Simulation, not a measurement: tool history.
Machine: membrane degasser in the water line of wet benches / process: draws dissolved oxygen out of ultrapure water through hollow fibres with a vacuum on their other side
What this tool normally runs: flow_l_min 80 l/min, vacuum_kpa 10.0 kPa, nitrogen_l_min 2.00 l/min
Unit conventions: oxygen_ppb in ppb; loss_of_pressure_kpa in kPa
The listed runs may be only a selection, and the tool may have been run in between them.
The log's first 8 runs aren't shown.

run     day  flow_l_min  vacuum_kpa  nitrogen_l_min  oxygen_ppb  loss_of_pressure_kpa
     11.108  -- vacuum gauge calibrated
  9  11.429          80        10.0            2.00       555.4                 42.68
 10  13.400          80        10.0            2.00       560.5                 43.05
 11  15.683          80        10.0            2.00       555.0                 43.24
 12  17.871          80        10.0            2.00       560.2                 43.53
 13  18.817          87        10.0            2.00       604.1                 47.21
 14  19.883          87        10.0            2.00       611.9                 46.87
 15  21.871          87        10.0            2.00       608.1                 47.01
 16  23.471          87        10.0            2.00       613.4                 47.40
 17  25.446          52         6.1            2.00       163.9                 28.28
 18  26.600          80        20.0            1.64      1395.3                 43.57
 19  27.800          61        10.0            3.07       302.1                 33.47
 20  29.950          61        10.0            3.07       301.5                 33.42
     30.512  -- gauge calibrated
 21  30.942          80        10.0            2.46       481.1                 42.87
 22  32.108          80        10.0            4.21       323.6                 42.48
 23  33.696          67        21.4            2.93       849.5                 35.69
 24  34.900          80        12.6            2.00       744.6                 43.11
 25  36.304         106         8.1            2.00       593.2                 56.70
 26  37.933          80        10.0            4.66       299.4                 43.08
 27  39.279         109        19.1            2.38      1354.1                 58.70
 28  41.129         125        19.1            2.38      1539.7                 67.59
 29  43.104         125        12.8            5.35       680.8                 67.74
 30  44.825         125        12.8            5.35       684.2                 67.85
 31  46.862         125        12.8            5.35       680.9                 67.49

Branching from run 31: 3 alternative next runs. What would each branch give?
  A  48.479         119        19.5            5.73           ?                     ?
  B  48.479          52        12.8            3.71           ?                     ?
  C  48.479          80         6.8            2.00           ?                     ?

run  oxygen_ppb  loss_of_pressure_kpa
  A       872.5                 64.53
  B       302.2                 28.09
  C       324.0                 43.10
Take away the tool's hidden state, keep each run's random variation, and the runs would have read:
run  oxygen_ppb  loss_of_pressure_kpa
  A       872.4                 63.58
  B       302.2                 27.68
  C       324.0                 42.46

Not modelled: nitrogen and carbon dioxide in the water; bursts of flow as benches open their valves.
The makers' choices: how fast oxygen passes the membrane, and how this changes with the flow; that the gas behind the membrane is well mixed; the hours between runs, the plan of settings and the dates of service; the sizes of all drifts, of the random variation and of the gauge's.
